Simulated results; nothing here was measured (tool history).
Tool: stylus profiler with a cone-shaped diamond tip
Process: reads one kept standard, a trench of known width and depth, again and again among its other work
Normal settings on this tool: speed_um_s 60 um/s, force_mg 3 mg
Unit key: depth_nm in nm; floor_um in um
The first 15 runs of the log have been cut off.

| run | hour | speed_um_s | force_mg | depth_nm | floor_um |
|---|---|---|---|---|---|
|  | 237.5 | new tip fitted, height scale calibrated |
| 16 | 244.4 | 60 | 8.18 | 103.73 | 18.69 |
| 17 | 256 | 60 | 8.18 | 103.83 | 18.64 |
| 18 | 273.2 | 60 | 8.18 | 103.63 | 18.61 |
| 19 | 293.4 | 49 | 3.8 | 102.22 | 18.59 |
| 20 | 307.6 | 73 | 1.88 | 101.41 | 18.56 |
| 21 | 320.5 | 192 | 1.68 | 101.32 | 18.16 |
| 22 | 340.6 | 88 | 2.22 | 101.53 | 18.49 |
| 23 | 359.6 | 37 | 1.02 | 101.03 | 18.58 |
| 24 | 370.2 | 37 | 1.02 | 100.64 | 18.55 |
| 25 | 384.2 | 37 | 1.02 | 101.01 | 18.55 |
| 26 | 396.9 | 162 | 5.22 | 102.8 | 18.44 |
| 27 | 410.6 | 124 | 4.82 | 102.66 | 18.43 |
| 28 | 421.8 | 75 | 7.83 | 103.65 | 18.6 |
| 29 | 441.9 | 91 | 7.83 | 103.51 | 18.61 |

Forecast run 30:
| 30 | 458.4 | 207 | 2.43 | ? | ? |

{"run 30": {"depth_nm": 101.5, "floor_um": 18.17}}
Take away the tool's hidden state, keep the run-to-run variation as it was, and the same run would have given depth_nm 101.59 nm, floor_um 18.24 um.

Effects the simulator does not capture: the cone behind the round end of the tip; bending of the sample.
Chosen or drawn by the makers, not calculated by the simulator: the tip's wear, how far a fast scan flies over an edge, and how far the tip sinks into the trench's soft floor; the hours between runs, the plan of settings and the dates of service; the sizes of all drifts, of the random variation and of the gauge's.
